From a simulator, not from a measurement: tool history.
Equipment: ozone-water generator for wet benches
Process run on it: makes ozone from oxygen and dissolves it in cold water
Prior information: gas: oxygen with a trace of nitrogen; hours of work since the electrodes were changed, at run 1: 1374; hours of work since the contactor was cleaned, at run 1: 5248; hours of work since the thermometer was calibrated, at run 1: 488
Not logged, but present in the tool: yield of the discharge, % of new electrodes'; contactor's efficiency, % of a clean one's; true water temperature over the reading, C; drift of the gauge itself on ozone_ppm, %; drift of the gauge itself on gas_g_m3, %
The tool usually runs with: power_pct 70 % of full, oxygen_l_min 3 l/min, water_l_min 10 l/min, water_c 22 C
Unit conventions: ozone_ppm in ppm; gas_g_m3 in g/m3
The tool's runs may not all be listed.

| run | hour | power_pct | oxygen_l_min | water_l_min | water_c | hours of work since the electrodes were changed | hours of work since the contactor was cleaned | hours of work since the thermometer was calibrated | ozone_ppm | gas_g_m3 |
|---|---|---|---|---|---|---|---|---|---|---|
| 1 | 0 | 70 | 3 | 10 | 22 | 1374 | 5248 | 488 | 31.6 | 260.1 |
| 2 | 28.5 | 70 | 1.6 | 10 | 22 | 1394 | 5269 | 509 | 30.5 | 355.5 |
| 3 | 66.9 | 70 | 1.6 | 10 | 22 | 1423 | 5297 | 537 | 29.8 | 360 |
| 4 | 122.3 | 40 | 1.6 | 10 | 22 | 1463 | 5337 | 577 | 18.3 | 216.3 |
| 5 | 156.3 | 40 | 1.6 | 10 | 22 | 1488 | 5362 | 602 | 18.1 | 215.9 |
| 6 | 184.5 | 40 | 1.6 | 10 | 22 | 1509 | 5383 | 623 | 18 | 216.5 |
| 7 | 234.3 | 40 | 1.6 | 10 | 22 | 1545 | 5419 | 659 | 18.1 | 215.1 |
| 8 | 279.9 | 40 | 1.6 | 10 | 22 | 1579 | 5453 | 693 | 17.9 | 216 |
| 9 | 307.6 | 40 | 1.6 | 10 | 22 | 1599 | 5473 | 713 | 18.1 | 215.8 |
| 10 | 356 | 78 | 1.54 | 6 | 22 | 1634 | 5508 | 749 | 48.5 | 396.8 |
| 11 | 389.7 | 76 | 1.82 | 8 | 29 | 1659 | 5533 | 773 | 35.2 | 357.8 |
| 12 | 432.4 | 76 | 1.82 | 8 | 29 | 1690 | 5564 | 804 | 35.2 | 357.8 |
| 13 | 477.8 | 41 | 4.77 | 7 | 18 | 1723 | 5598 | 838 | 24.9 | 131.6 |
| 14 | 513.1 | 71 | 1.51 | 11 | 22 | 1749 | 5623 | 864 | 27.5 | 370.1 |

Each row is a separate what-if for the run after 14, all from the same tool condition, not one after another. Results?
| A | 566.2 | 85 | 3 | 8 | 29 | 1788 | 5662 | 902 | ? | ? |
| B | 566.2 | 55 | 4.56 | 11 | 24 | 1788 | 5662 | 902 | ? | ? |
| C | 566.2 | 70 | 3 | 8 | 25 | 1788 | 5662 | 902 | ? | ? |
| D | 566.2 | 71 | 1.51 | 7 | 22 | 1788 | 5662 | 902 | ? | ? |
| E | 566.2 | 71 | 2.03 | 11 | 22 | 1788 | 5662 | 902 | ? | ? |

| run | ozone_ppm | gas_g_m3 |
|---|---|---|
| A | 37.7 | 310.5 |
| B | 22.5 | 173.1 |
| C | 34.2 | 262.2 |
| D | 39.7 | 369.7 |
| E | 29 | 321 |
Had the tool no hidden state, the same runs would have come out as:
| run | ozone_ppm | gas_g_m3 |
|---|---|---|
| A | 39.7 | 318.6 |
| B | 23.7 | 176.1 |
| C | 35.9 | 268 |
| D | 41.5 | 378 |
| E | 30.7 | 328.1 |

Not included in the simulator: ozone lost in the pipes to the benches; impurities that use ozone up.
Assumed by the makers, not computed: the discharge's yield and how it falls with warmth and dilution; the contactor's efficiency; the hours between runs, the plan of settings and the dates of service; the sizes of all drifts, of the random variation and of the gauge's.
